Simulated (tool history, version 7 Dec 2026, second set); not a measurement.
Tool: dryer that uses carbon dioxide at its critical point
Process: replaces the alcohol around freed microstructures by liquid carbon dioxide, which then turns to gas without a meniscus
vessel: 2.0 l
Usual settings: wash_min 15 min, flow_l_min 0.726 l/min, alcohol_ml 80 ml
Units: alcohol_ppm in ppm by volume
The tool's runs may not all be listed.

run,hour,wash_min,flow_l_min,alcohol_ml,alcohol_ppm
1,0,15,0.726,80,369
2,11.5,15,0.726,80,369
3,27.2,15,0.726,80,383
4,41.7,15,0.726,80,376
5,58.4,15,0.726,80,372
6,69.3,15,0.726,68,336
7,83.4,15,0.726,68,331
8,96.5,15,0.726,68,349
9,105.2,15,0.726,52,270
10,116.6,15,0.726,52,273
11,130.5,15,0.726,52,276
12,148.5,12,0.726,52,648
13,158,12,0.726,52,646
14,177.4,12,0.586,52,1277
15,189.7,12,0.586,52,1313
16,205.1,14,1.104,93,119
17,213.3,20,0.668,80,174
18,221.7,15,0.977,45,98
19,239.1,15,0.729,21,153
20,251.7,22,0.777,39,64
21,264.9,22,0.777,39,63
22,280.9,11,0.726,72,1254
23,290.5,11,0.726,72,1276
24,306.2,16,0.979,57,99
25,320.5,16,0.979,57,87
26,332.5,15,0.821,64,233

The same runs without the tool's hidden state, with the same run-to-run variation:
The hidden state here: flow that reaches the vessel past the clogged filter, %; alcohol in the recycled carbon dioxide, ppm; drift of the gauge itself on alcohol_ppm, %.
run,alcohol_ppm
1,225
2,222
3,230
4,221
5,219
6,193
7,189
8,199
9,146
10,148
11,146
12,411
13,405
14,888
15,909
16,40
17,68
18,30
19,66
20,10
21,8
22,796
23,810
24,26
25,16
26,98
